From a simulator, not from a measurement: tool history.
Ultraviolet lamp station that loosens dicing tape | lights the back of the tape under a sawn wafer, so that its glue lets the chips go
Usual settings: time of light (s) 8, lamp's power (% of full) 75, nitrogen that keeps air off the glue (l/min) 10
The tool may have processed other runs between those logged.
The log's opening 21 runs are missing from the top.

run	hour	time of light (s)	lamp's power (% of full)	nitrogen that keeps air off the glue (l/min)	force that peels the tape off (N)	light that reached the tape (J/m2)
22	603.7	8	84	9	0.711	2460
23	621.8	8	84	9	0.722	2440
24	652.1	8	84	9	0.723	2390
25	670.3	8	84	9	0.718	2390
26	688.1	11	62	15	0.577	2440
27	718.3	11	62	12	0.647	2410
28	747.0	11	62	12	0.683	2350
29	775.8	10	63	5	1.217	2130
30	814.8	7	74	10	1.315	1710
31	837.6	6	75	4	2.265	1480
32	873.1	7	63	10	1.777	1460
33	900.4	10	66	4	1.321	2110
34	929.8	10	66	4	1.396	2120
35	950.3	4	95	10	2.178	1160
36	990.3	6	88	10	1.417	1630
37	1029.9	6	88	10	1.464	1610
38	1061.3	6	88	10	1.460	1590
39	1093.4	10	76	10	0.779	2270
40	1128.1	5	64	10	3.000	920
# hour 1144.3: window cleaned of glue's vapour
41	1167.0	5	92	10	1.630	1550

3 ways to go on from here, each from the tool as it stands after run 41. What would each give?
A	1194.3	5	92	10	?	?
B	1194.3	5	76	14	?	?
C	1194.3	5	92	9	?	?

run	force that peels the tape off (N)	light that reached the tape (J/m2)
A	1.640	1570
B	1.972	1260
C	1.658	1510
With the hidden condition removed and each run's random variation left untouched, the same runs would have given:
run	force that peels the tape off (N)	light that reached the tape (J/m2)
A	0.758	2380
B	0.982	1930
C	0.775	2310
